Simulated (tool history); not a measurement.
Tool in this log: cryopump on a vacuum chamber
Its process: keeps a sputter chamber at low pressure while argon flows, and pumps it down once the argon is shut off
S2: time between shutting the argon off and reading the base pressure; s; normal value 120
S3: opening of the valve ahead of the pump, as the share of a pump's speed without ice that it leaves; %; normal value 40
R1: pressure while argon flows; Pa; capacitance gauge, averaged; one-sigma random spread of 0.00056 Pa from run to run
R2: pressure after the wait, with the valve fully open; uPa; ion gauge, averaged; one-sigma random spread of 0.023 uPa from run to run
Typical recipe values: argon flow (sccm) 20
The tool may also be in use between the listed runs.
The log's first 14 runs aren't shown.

Run 15, hour 345.9: usual settings. Result: R1 0.0720 Pa, R2 2.57 uPa.
Run 16, hour 372.2: usual settings. Result: R1 0.0737 Pa, R2 2.62 uPa.
At hour 394.0: pump warmed up, emptied and cooled again.
Run 17, hour 401.2: usual settings. Result: R1 0.0606 Pa, R2 1.92 uPa.
Run 18, hour 421.0: usual settings but argon flow (sccm) 12, S2 31 s, S3 33 %. Result: R1 0.0451 Pa, R2 3.38 uPa.
Run 19, hour 439.7: usual settings but argon flow (sccm) 28, S3 18 %. Result: R1 0.1910 Pa, R2 1.96 uPa.
Run 20, hour 466.7: usual settings but argon flow (sccm) 18, S2 134 s. Result: R1 0.0558 Pa, R2 1.89 uPa.
Run 21, hour 482.1: usual settings but S2 41 s, S3 57 %. Result: R1 0.0436 Pa, R2 3.05 uPa.
Run 22, hour 501.7: usual settings but S2 41 s, S3 57 %. Result: R1 0.0440 Pa, R2 3.14 uPa.
Run 23, hour 520.8: usual settings but argon flow (sccm) 33, S2 183 s, S3 23 %. Result: R1 0.1779 Pa, R2 1.93 uPa.
Run 24, hour 551.2: usual settings but argon flow (sccm) 15, S2 62 s, S3 22 %. Result: R1 0.0850 Pa, R2 2.64 uPa.
Run 25, hour 569.2: usual settings but argon flow (sccm) 26, S2 62 s, S3 22 %. Result: R1 0.1469 Pa, R2 2.66 uPa.
Run 26, hour 586.1: usual settings but argon flow (sccm) 37, S2 269 s, S3 49 %. Result: R1 0.0969 Pa, R2 1.86 uPa.
Run 27, hour 606.2: usual settings but argon flow (sccm) 26, S2 53 s, S3 49 %. Result: R1 0.0670 Pa, R2 2.85 uPa.
Run 28, hour 637.9: usual settings but argon flow (sccm) 13, S2 84 s, S3 51 %. Result: R1 0.0333 Pa, R2 2.48 uPa.
Run 29, hour 653.5: usual settings but argon flow (sccm) 13, S2 84 s, S3 51 %. Result: R1 0.0332 Pa, R2 2.47 uPa.
Run 30, hour 670.0: usual settings but argon flow (sccm) 13, S2 138 s, S3 27 %. Result: R1 0.0611 Pa, R2 2.32 uPa.
Run 31, hour 702.9: usual settings but S2 31 s, S3 46 %. Result: R1 0.0565 Pa, R2 3.82 uPa.
Run 32, hour 734.1: usual settings but S2 31 s, S3 50 %. Result: R1 0.0530 Pa, R2 3.88 uPa.
Run 33, hour 769.4: usual settings but S2 28 s. Result: R1 0.0659 Pa, R2 4.08 uPa.

Each row is a separate what-if for the run after 33, all from the same tool condition, not one after another. Results?
Run A, hour 792.7: usual settings but argon flow (sccm) 16, S3 32 %. Result: R1 ?, R2 ?.
Run B, hour 792.7: usual settings but argon flow (sccm) 14, S2 77 s. Result: R1 ?, R2 ?.
Run C, hour 792.7: usual settings but argon flow (sccm) 13, S3 25 %. Result: R1 ?, R2 ?.
Run D, hour 792.7: usual settings but argon flow (sccm) 22, S3 16 %. Result: R1 ?, R2 ?.

run      R1    R2
  A  0.0646  2.49
  B  0.0456  2.73
  C  0.0672  2.37
  D  0.1728  2.44
What these runs would have given with no unlogged condition in the tool:
run      R1    R2
  A  0.0610  0.72
  B  0.0424  1.02
  C  0.0642  0.69
  D  0.1679  0.73
